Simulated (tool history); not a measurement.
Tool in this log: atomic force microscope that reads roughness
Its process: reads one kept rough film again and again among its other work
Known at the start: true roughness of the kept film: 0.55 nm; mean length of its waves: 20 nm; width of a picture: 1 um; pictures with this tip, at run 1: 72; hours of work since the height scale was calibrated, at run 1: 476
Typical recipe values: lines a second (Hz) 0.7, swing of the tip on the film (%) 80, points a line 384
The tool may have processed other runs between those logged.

| run | hour | lines a second (Hz) | swing of the tip on the film (%) | points a line | pictures with this tip | hours of work since the height scale was calibrated | roughness of the kept film (nm (root mean square)) |
|---|---|---|---|---|---|---|---|
| 1 | 0 | 0.7 | 80 | 384 | 72 | 476 | 0.497 |
|  | 22.4 | new tip fitted |
| 2 | 46.5 | 0.7 | 80 | 384 | 47 | 503 | 0.495 |
|  | 82 | new tip fitted |
| 3 | 90.8 | 1.708 | 80 | 384 | 17 | 528 | 0.467 |
|  | 140.5 | new tip fitted |
| 4 | 141.2 | 1.708 | 80 | 751 | 1 | 557 | 0.471 |
| 5 | 180.4 | 0.7 | 81 | 384 | 78 | 580 | 0.499 |
|  | 199.4 | new tip fitted |
| 6 | 217.6 | 0.7 | 81 | 384 | 35 | 602 | 0.494 |
| 7 | 248.1 | 0.7 | 81 | 384 | 95 | 619 | 0.495 |
|  | 259.6 | new tip fitted |
| 8 | 284.9 | 0.7 | 81 | 384 | 50 | 640 | 0.492 |
| 9 | 312.7 | 0.7 | 81 | 384 | 104 | 657 | 0.5 |
|  | 322.2 | new tip fitted |
| 10 | 357.8 | 0.7 | 81 | 384 | 70 | 683 | 0.498 |
|  | 381.7 | new tip fitted |
| 11 | 401 | 0.7 | 80 | 384 | 38 | 707 | 0.502 |
| 12 | 430.5 | 0.7 | 80 | 384 | 96 | 725 | 0.497 |
|  | 441.7 | new tip fitted |
| 13 | 457.3 | 0.7 | 80 | 384 | 31 | 740 | 0.492 |
| 14 | 485.5 | 0.7 | 80 | 384 | 86 | 756 | 0.498 |
|  | 502.5 | new tip fitted |
| 15 | 528.4 | 0.7 | 80 | 384 | 51 | 781 | 0.496 |
|  | 561.6 | new tip fitted |
| 16 | 575.7 | 0.7 | 80 | 384 | 27 | 808 | 0.494 |
| 17 | 601.4 | 0.7 | 80 | 384 | 78 | 823 | 0.497 |
|  | 621.1 | new tip fitted |
| 18 | 646.8 | 0.7 | 80 | 384 | 50 | 849 | 0.499 |
|  | 680.4 | new tip fitted |
| 19 | 680.4 | 1.437 | 80 | 384 | 0 | 869 | 0.475 |
| 20 | 714.2 | 1.437 | 80 | 384 | 67 | 888 | 0.479 |
| 21 | 735.8 | 1.437 | 80 | 384 | 109 | 901 | 0.478 |
|  | 740 | new tip fitted |
| 22 | 757.7 | 1.437 | 80 | 384 | 35 | 913 | 0.478 |
| 23 | 795.1 | 0.7 | 80 | 384 | 109 | 935 | 0.496 |
|  | 799.2 | new tip fitted |
| 24 | 838.9 | 0.7 | 80 | 384 | 78 | 960 | 0.497 |
|  | 860.8 | new tip fitted |
| 25 | 863.6 | 0.699 | 59 | 592 | 5 | 975 | 0.516 |
| 26 | 903 | 0.699 | 59 | 592 | 83 | 997 | 0.515 |
|  | 920.5 | new tip fitted |
| 27 | 930.2 | 0.651 | 72 | 1013 | 19 | 1013 | 0.512 |
| 28 | 961.6 | 0.651 | 72 | 1013 | 81 | 1031 | 0.511 |
|  | 979.9 | new tip fitted |
| 29 | 1000.3 | 3.917 | 72 | 751 | 40 | 1054 | 0.452 |
|  | 1042.1 | new tip fitted |
| 30 | 1042.1 | 0.784 | 70 | 384 | 0 | 1078 | 0.509 |
| 31 | 1066.1 | 2.832 | 77 | 281 | 48 | 1092 | 0.447 |
|  | 1100.5 | new tip fitted |
| 32 | 1100.5 | 2.6 | 59 | 384 | 0 | 1111 | 0.496 |
| 33 | 1147.5 | 0.839 | 76 | 291 | 93 | 1139 | 0.493 |
|  | 1158.8 | new tip fitted |
| 34 | 1179.2 | 0.839 | 76 | 291 | 40 | 1157 | 0.495 |
|  | 1218.9 | new tip fitted |
| 35 | 1224.4 | 1.296 | 88 | 376 | 11 | 1183 | 0.46 |
| 36 | 1251 | 1.296 | 88 | 376 | 63 | 1198 | 0.464 |
|  | 1280.1 | new tip fitted |
| 37 | 1296.8 | 2.024 | 80 | 580 | 33 | 1225 | 0.466 |
| 38 | 1325 | 2.024 | 80 | 580 | 88 | 1241 | 0.468 |
|  | 1339.2 | new tip fitted |
| 39 | 1349.5 | 1.887 | 69 | 326 | 20 | 1255 | 0.486 |
| 40 | 1373.3 | 1.887 | 56 | 423 | 66 | 1269 | 0.507 |
|  | 1401.5 | new tip fitted |
| 41 | 1401.9 | 1.289 | 56 | 384 | 1 | 1285 | 0.511 |
| 42 | 1424.1 | 1.469 | 56 | 300 | 44 | 1298 | 0.505 |
| 43 | 1455.5 | 0.638 | 69 | 354 | 106 | 1317 | 0.507 |
|  | 1460.6 | new tip fitted |
| 44 | 1501.8 | 0.638 | 69 | 354 | 81 | 1343 | 0.504 |
|  | 1520.8 | new tip fitted |
| 45 | 1545.6 | 3.887 | 67 | 573 | 49 | 1368 | 0.462 |
| 46 | 1566.3 | 0.54 | 85 | 562 | 90 | 1381 | 0.502 |
|  | 1581.3 | new tip fitted |
| 47 | 1602.3 | 0.54 | 85 | 562 | 42 | 1401 | 0.502 |
|  | 1639.9 | new tip fitted |
| 48 | 1645.5 | 0.951 | 85 | 426 | 11 | 1426 | 0.479 |

Alternative continuations, all from the tool just after run 48; predict every row:
| A | 1684.3 | 1.589 | 80 | 384 | 87 | 1449 | ? |
| B | 1684.3 | 3.681 | 85 | 498 | 87 | 1449 | ? |
| C | 1684.3 | 0.7 | 80 | 384 | 87 | 1449 | ? |
| D | 1684.3 | 0.951 | 73 | 470 | 87 | 1449 | ? |

| run | roughness of the kept film (nm (root mean square)) |
|---|---|
| A | 0.469 |
| B | 0.399 |
| C | 0.498 |
| D | 0.503 |
With the hidden condition removed and each run's random variation left untouched, the same runs would have given:
| run | roughness of the kept film (nm (root mean square)) |
|---|---|
| A | 0.47 |
| B | 0.4 |
| C | 0.499 |
| D | 0.503 |
